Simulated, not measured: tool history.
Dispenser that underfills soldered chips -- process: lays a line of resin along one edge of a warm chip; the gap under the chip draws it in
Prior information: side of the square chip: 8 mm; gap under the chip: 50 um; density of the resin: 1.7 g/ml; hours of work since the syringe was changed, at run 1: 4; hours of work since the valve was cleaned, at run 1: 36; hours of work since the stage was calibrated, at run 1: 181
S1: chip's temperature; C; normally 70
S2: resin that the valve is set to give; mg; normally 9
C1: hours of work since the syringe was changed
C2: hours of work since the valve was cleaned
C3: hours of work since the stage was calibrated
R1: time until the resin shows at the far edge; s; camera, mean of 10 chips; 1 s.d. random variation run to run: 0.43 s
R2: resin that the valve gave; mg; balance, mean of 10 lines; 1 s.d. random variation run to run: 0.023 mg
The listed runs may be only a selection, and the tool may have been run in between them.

run,hour,S1,S2,C1,C2,C3,R1,R2
1,0,70,9,4,36,181,35,8.89
2,9.8,61,9,11,42,187,69.9,8.86
# hour 11.7: new syringe of resin
3,17.4,61,9,4,47,192,52,8.86
4,28.3,61,9,11,55,200,69.5,8.79
# hour 29.2: new syringe of resin
# hour 30.2: dispensing valve cleaned and set on the balance
5,36.3,61,9,4,4,204,51.4,8.97
6,40.8,61,9,7,7,207,58.7,8.96
7,46.3,61,9,11,11,211,68.8,8.98
# hour 48.2: new syringe of resin
8,54.2,57,9,4,16,216,62.5,8.94
9,63.3,57,9,10,22,222,81,8.94
# hour 65.9: new syringe of resin
10,68.6,57,9,2,26,226,58,8.87
11,78.1,57,9,8,32,232,73.5,8.88
# hour 83.2: new syringe of resin
12,86.4,57,9,2,38,238,56,8.85
13,90.8,70,9,5,41,241,36.2,8.83
14,95.4,70,9,8,44,244,40.7,8.85
# hour 101.2: new syringe of resin
15,102.1,70,8.72,1,48,248,30.3,8.54
16,110.7,70,8.72,6,54,254,38.5,8.56
# hour 113.4: dispensing valve cleaned and set on the balance
17,116.5,70,8.72,10,2,257,43.8,8.7
# hour 120.1: new syringe of resin
18,124.1,60,8.72,3,7,262,49.3,8.69
19,129,81,10.05,6,10,265,23.5,10.01
20,135.7,58,10.76,11,15,270,74.3,10.66
# hour 137.6: new syringe of resin
21,141.8,70,7.62,3,19,274,33.8,7.56
22,151.2,70,7.62,9,25,280,43.4,7.54
# hour 155.1: new syringe of resin
23,160.9,61,11.32,4,32,287,49.2,11.18
24,167.3,61,8.4,8,36,291,59.9,8.26
# hour 173.3: new syringe of resin
25,174.9,61,8.4,1,41,296,43.2,8.25
26,185.7,61,8.4,8,48,303,62.1,8.22

Hidden condition of the tool, last listed run before each entry between runs versus first listed run after:
After run 2, before run 3: new syringe of resin (hour 11.7)
  resin's viscosity, % of fresh resin's: 158.6 -> 116.1; dose that the valve gives, % of what is set: 98.39 -> 98.18; true chip temperature over the reading, C: 0.8 -> 0.82
  what was measured, less what the result would be without the hidden state, R1: +24.3 -> +5.6 s; R2: -0.15 -> -0.16 mg
After run 4, before run 5: new syringe of resin (hour 29.2); dispensing valve cleaned and set on the balance (hour 30.2)
  resin's viscosity, % of fresh resin's: 157.5 -> 118.8; dose that the valve gives, % of what is set: 97.88 -> 99.85; true chip temperature over the reading, C: 0.86 -> 0.88
  what was measured, less what the result would be without the hidden state, R1: +23.7 -> +6.4 s; R2: -0.19 -> -0.02 mg
After run 7, before run 8: new syringe of resin (hour 48.2)
  resin's viscosity, % of fresh resin's: 157.2 -> 118.9; dose that the valve gives, % of what is set: 99.6 -> 99.4; true chip temperature over the reading, C: 0.9 -> 0.93
  what was measured, less what the result would be without the hidden state, R1: +23.2 -> +7.6 s; R2: -0.04 -> -0.06 mg
After run 9, before run 10: new syringe of resin (hour 65.9)
  resin's viscosity, % of fresh resin's: 153.1 -> 109.1; dose that the valve gives, % of what is set: 99.17 -> 99.03; true chip temperature over the reading, C: 0.95 -> 0.97
  what was measured, less what the result would be without the hidden state, R1: +25.7 -> +2.4 s; R2: -0.08 -> -0.09 mg
After run 11, before run 12: new syringe of resin (hour 83.2)
  resin's viscosity, % of fresh resin's: 142.1 -> 108.6; dose that the valve gives, % of what is set: 98.8 -> 98.62; true chip temperature over the reading, C: 1 -> 1.02
  what was measured, less what the result would be without the hidden state, R1: +19.5 -> +2.1 s; R2: -0.11 -> -0.12 mg
After run 14, before run 15: new syringe of resin (hour 101.2)
  resin's viscosity, % of fresh resin's: 139.4 -> 104.3; dose that the valve gives, % of what is set: 98.39 -> 98.22; true chip temperature over the reading, C: 1.05 -> 1.07
  what was measured, less what the result would be without the hidden state, R1: +10.2 -> +0 s; R2: -0.14 -> -0.15 mg
After run 16, before run 17: dispensing valve cleaned and set on the balance (hour 113.4)
  resin's viscosity, % of fresh resin's: 132.6 -> 151.5; dose that the valve gives, % of what is set: 98.01 -> 99.8; true chip temperature over the reading, C: 1.09 -> 1.11
  what was measured, less what the result would be without the hidden state, R1: +8.2 -> +13.6 s; R2: -0.17 -> -0.02 mg
After run 17, before run 18: new syringe of resin (hour 120.1)
  resin's viscosity, % of fresh resin's: 151.5 -> 110.8; dose that the valve gives, % of what is set: 99.8 -> 99.62; true chip temperature over the reading, C: 1.11 -> 1.13
  what was measured, less what the result would be without the hidden state, R1: +13.6 -> +2.5 s; R2: -0.02 -> -0.03 mg
After run 20, before run 21: new syringe of resin (hour 137.6)
  resin's viscosity, % of fresh resin's: 153.2 -> 111.9; dose that the valve gives, % of what is set: 99.32 -> 99.17; true chip temperature over the reading, C: 1.17 -> 1.18
  what was measured, less what the result would be without the hidden state, R1: +23.2 -> +2.1 s; R2: -0.07 -> -0.06 mg
After run 22, before run 23: new syringe of resin (hour 155.1)
  resin's viscosity, % of fresh resin's: 145.2 -> 117.7; dose that the valve gives, % of what is set: 98.92 -> 98.67; true chip temperature over the reading, C: 1.21 -> 1.24
  what was measured, less what the result would be without the hidden state, R1: +12 -> +5 s; R2: -0.08 -> -0.15 mg
After run 24, before run 25: new syringe of resin (hour 173.3)
  resin's viscosity, % of fresh resin's: 140.5 -> 104.8; dose that the valve gives, % of what is set: 98.52 -> 98.34; true chip temperature over the reading, C: 1.26 -> 1.28
  what was measured, less what the result would be without the hidden state, R1: +15 -> -0.4 s; R2: -0.12 -> -0.14 mg
